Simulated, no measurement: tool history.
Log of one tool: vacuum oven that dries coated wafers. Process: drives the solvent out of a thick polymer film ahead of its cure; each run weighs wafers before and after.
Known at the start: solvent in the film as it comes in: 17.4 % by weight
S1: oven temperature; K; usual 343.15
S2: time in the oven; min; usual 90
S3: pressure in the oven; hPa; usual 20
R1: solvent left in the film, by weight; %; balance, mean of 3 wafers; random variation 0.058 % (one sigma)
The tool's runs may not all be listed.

run 1 hour=0 | S1=343.15 S2=90 S3=20 | R1=2.91
run 2 hour=45.1 | S1=343.15 S2=90 S3=20 | R1=2.89
run 3 hour=116.8 | S1=343.15 S2=90 S3=20 | R1=2.81
run 4 hour=159.2 | S1=357.15 S2=90 S3=20 | R1=1.45
run 5 hour=222.3 | S1=357.15 S2=90 S3=20 | R1=1.4
run 6 hour=266.2 | S1=343.15 S2=90 S3=10 | R1=1.8
run 7 hour=336.7 | S1=343.15 S2=90 S3=20 | R1=2.78
run 8 hour=389.6 | S1=343.15 S2=90 S3=20 | R1=2.89
run 9 hour=462.4 | S1=343.15 S2=90 S3=20 | R1=2.91
run 10 hour=503.7 | S1=343.15 S2=90 S3=20 | R1=2.84
run 11 hour=570.1 | S1=343.15 S2=90 S3=20 | R1=3.01
run 12 hour=647.2 | S1=343.15 S2=54 S3=20 | R1=3.98
run 13 hour=688.6 | S1=343.15 S2=54 S3=20 | R1=3.93
-- hour=713.9 oven's thermocouples calibrated
run 14 hour=746.3 | S1=343.15 S2=54 S3=20 | R1=3.76
run 15 hour=806.1 | S1=343.15 S2=54 S3=20 | R1=3.73
run 16 hour=852.4 | S1=343.15 S2=60 S3=20 | R1=3.48
-- hour=896 oven's thermocouples calibrated, once more
run 17 hour=927.4 | S1=343.15 S2=60 S3=20 | R1=4.01
run 18 hour=963.8 | S1=348.15 S2=90 S3=11.5 | R1=1.45
run 19 hour=996.6 | S1=357.15 S2=102 S3=32.7 | R1=2.46
run 20 hour=1074.1 | S1=350.15 S2=57 S3=20 | R1=2.35
run 21 hour=1112.7 | S1=343.15 S2=76 S3=20 | R1=3.42
run 22 hour=1162.9 | S1=343.15 S2=76 S3=20 | R1=3.35
run 23 hour=1243.2 | S1=343.15 S2=136 S3=55 | R1=7.12
run 24 hour=1289.6 | S1=332.15 S2=45 S3=38.5 | R1=11.74
run 25 hour=1333.7 | S1=343.15 S2=49 S3=20 | R1=4.51
run 26 hour=1377.4 | S1=343.15 S2=60 S3=14.6 | R1=3.36
run 27 hour=1421.5 | S1=340.15 S2=112 S3=52.3 | R1=7.7
run 28 hour=1467.3 | S1=343.15 S2=140 S3=26.1 | R1=3.53
run 29 hour=1548.8 | S1=357.15 S2=107 S3=17.4 | R1=1.34
run 30 hour=1588.2 | S1=357.15 S2=107 S3=17.4 | R1=1.45
run 31 hour=1629.9 | S1=356.15 S2=90 S3=20 | R1=1.71

Forecast each of these 3 alternatives for the next run:
run A hour=1670.6 | S1=338.15 S2=132 S3=20 | R1=?
run B hour=1670.6 | S1=354.15 S2=127 S3=31.8 | R1=?
run C hour=1670.6 | S1=342.15 S2=151 S3=50.4 | R1=?

run=A R1=3.77
run=B R1=2.63
run=C R1=6.73
Without the tool's hidden state the same runs would have given:
run=A R1=3.47
run=B R1=2.45
run=C R1=6.51

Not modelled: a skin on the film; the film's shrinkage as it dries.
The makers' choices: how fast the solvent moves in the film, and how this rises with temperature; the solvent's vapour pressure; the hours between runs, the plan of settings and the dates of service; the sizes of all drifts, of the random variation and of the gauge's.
